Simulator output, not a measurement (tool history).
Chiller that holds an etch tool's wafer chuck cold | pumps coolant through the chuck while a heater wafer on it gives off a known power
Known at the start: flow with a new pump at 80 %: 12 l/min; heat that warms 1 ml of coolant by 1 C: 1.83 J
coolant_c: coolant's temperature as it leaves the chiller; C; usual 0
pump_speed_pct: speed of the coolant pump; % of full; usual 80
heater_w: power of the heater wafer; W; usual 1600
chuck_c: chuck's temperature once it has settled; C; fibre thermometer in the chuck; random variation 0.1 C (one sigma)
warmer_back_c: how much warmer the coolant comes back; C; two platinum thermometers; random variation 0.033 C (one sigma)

| run | hour | coolant_c | pump_speed_pct | heater_w | chuck_c | warmer_back_c |
|---|---|---|---|---|---|---|
| 1 | 0.0 | 0 | 80 | 1600 | 13.0 | 4.58 |
| 2 | 38.4 | 0 | 80 | 1600 | 13.1 | 4.48 |
| 3 | 79.6 | 0 | 80 | 1600 | 13.1 | 4.47 |
| 4 | 124.4 | -5 | 80 | 1600 | 8.3 | 4.52 |
| 5 | 161.3 | -5 | 80 | 1600 | 8.0 | 4.54 |
| 6 | 204.1 | -5 | 80 | 1600 | 8.3 | 4.59 |
| 7 | 244.2 | -5 | 80 | 1600 | 8.3 | 4.50 |
| 8 | 292.8 | -5 | 80 | 1033 | 3.6 | 2.92 |
| 9 | 349.2 | 0 | 80 | 1600 | 13.5 | 4.51 |
| 10 | 392.5 | 0 | 80 | 1600 | 13.4 | 4.60 |
| 11 | 434.0 | 0 | 63 | 1600 | 17.0 | 5.90 |
| 12 | 468.8 | 0 | 63 | 1600 | 17.1 | 5.94 |
| 13 | 520.3 | 0 | 80 | 2222 | 18.9 | 6.37 |

Run 14 comes next. What will it give?
| 14 | 553.6 | 4 | 66 | 2257 | ? | ? |

chuck_c: 27.2 C
warmer_back_c: 7.88 C
Without the tool's hidden state the same run would have given chuck_c 23.2 C, warmer_back_c 7.53 C.
